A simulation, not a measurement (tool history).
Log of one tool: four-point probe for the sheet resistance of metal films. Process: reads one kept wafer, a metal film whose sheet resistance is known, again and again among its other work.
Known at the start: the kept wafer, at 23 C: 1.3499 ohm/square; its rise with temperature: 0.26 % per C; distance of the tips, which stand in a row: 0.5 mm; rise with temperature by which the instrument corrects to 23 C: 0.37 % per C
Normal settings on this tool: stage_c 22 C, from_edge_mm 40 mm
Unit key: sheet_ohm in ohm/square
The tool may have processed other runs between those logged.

{"run": 1, "hour": 0.0, "stage_c": 22, "from_edge_mm": 40, "sheet_ohm": 1.342686}
{"run": 2, "hour": 36.8, "stage_c": 22, "from_edge_mm": 40, "sheet_ohm": 1.342305}
{"run": 3, "hour": 81.1, "stage_c": 22, "from_edge_mm": 40, "sheet_ohm": 1.341883}
{"run": 4, "hour": 131.0, "stage_c": 22, "from_edge_mm": 40, "sheet_ohm": 1.341657}
{"run": 5, "hour": 164.0, "stage_c": 22, "from_edge_mm": 40, "sheet_ohm": 1.341058}
{"run": 6, "hour": 215.6, "stage_c": 22, "from_edge_mm": 40, "sheet_ohm": 1.341114}
{"run": 7, "hour": 258.7, "stage_c": 22, "from_edge_mm": 40, "sheet_ohm": 1.341256}
{"run": 8, "hour": 292.1, "stage_c": 22, "from_edge_mm": 40, "sheet_ohm": 1.341123}
{"run": 9, "hour": 339.6, "stage_c": 22, "from_edge_mm": 47, "sheet_ohm": 1.33993}
{"run": 10, "hour": 394.3, "stage_c": 22, "from_edge_mm": 47, "sheet_ohm": 1.340274}
{"run": 11, "hour": 424.7, "stage_c": 22, "from_edge_mm": 47, "sheet_ohm": 1.340426}
{"run": 12, "hour": 461.9, "stage_c": 24, "from_edge_mm": 40, "sheet_ohm": 1.337029}
{"run": 13, "hour": 488.0, "stage_c": 24, "from_edge_mm": 40, "sheet_ohm": 1.335963}
{"run": 14, "hour": 515.6, "stage_c": 24, "from_edge_mm": 40, "sheet_ohm": 1.336867}
{"run": 15, "hour": 560.7, "stage_c": 24, "from_edge_mm": 40, "sheet_ohm": 1.336543}
{"run": 16, "hour": 604.5, "stage_c": 24, "from_edge_mm": 40, "sheet_ohm": 1.335762}
{"run": 17, "hour": 633.3, "stage_c": 24, "from_edge_mm": 40, "sheet_ohm": 1.336118}
{"run": 18, "hour": 681.7, "stage_c": 24, "from_edge_mm": 40, "sheet_ohm": 1.335881}
{"run": 19, "hour": 723.0, "stage_c": 20, "from_edge_mm": 15, "sheet_ohm": 1.34216}
{"run": 20, "hour": 759.2, "stage_c": 22, "from_edge_mm": 7, "sheet_ohm": 1.341839}
{"run": 21, "hour": 783.0, "stage_c": 32, "from_edge_mm": 9, "sheet_ohm": 1.325415}
{"run": 22, "hour": 830.3, "stage_c": 32, "from_edge_mm": 9, "sheet_ohm": 1.325236}
{"run": 23, "hour": 857.8, "stage_c": 32, "from_edge_mm": 47, "sheet_ohm": 1.323129}
{"run": 24, "hour": 907.1, "stage_c": 20, "from_edge_mm": 58, "sheet_ohm": 1.3412}
{"run": 25, "hour": 955.7, "stage_c": 20, "from_edge_mm": 34, "sheet_ohm": 1.340929}
{"run": 26, "hour": 991.9, "stage_c": 29, "from_edge_mm": 10, "sheet_ohm": 1.327768}
{"run": 27, "hour": 1017.8, "stage_c": 18, "from_edge_mm": 8, "sheet_ohm": 1.344236}
{"run": 28, "hour": 1044.5, "stage_c": 21, "from_edge_mm": 8, "sheet_ohm": 1.339764}
{"run": 29, "hour": 1092.3, "stage_c": 21, "from_edge_mm": 8, "sheet_ohm": 1.339158}
{"run": 30, "hour": 1133.3, "stage_c": 20, "from_edge_mm": 41, "sheet_ohm": 1.33792}
{"run": 31, "hour": 1164.3, "stage_c": 20, "from_edge_mm": 41, "sheet_ohm": 1.337487}
{"run": 32, "hour": 1202.3, "stage_c": 22, "from_edge_mm": 40, "sheet_ohm": 1.334074}
{"run": 33, "hour": 1233.4, "stage_c": 26, "from_edge_mm": 9, "sheet_ohm": 1.330715}
{"run": 34, "hour": 1283.4, "stage_c": 29, "from_edge_mm": 57, "sheet_ohm": 1.324408}

Not shown: 2 entries that the log had between the listed runs. Between which runs, and how does the tool's hidden state differ before and after?
Runs 17 to 18: stage's thermometer calibrated (hour 638.2)
  inner tips' distance over the nominal, %: -0.939 -> -0.961; tips' flats over new ones', %: 37 -> 38; wafer's true temperature over the reading, C: 0.32 -> 0.4
  measured less the result without the state, sheet_ohm: -0.012584 -> -0.012601 ohm/square
Runs 25 to 26: stage's thermometer calibrated, once more (hour 985.0)
  inner tips' distance over the nominal, %: -1.075 -> -1.09; wafer's true temperature over the reading, C: 0.46 -> 0.05
  measured less the result without the state, sheet_ohm: -0.014127 -> -0.015649 ohm/square
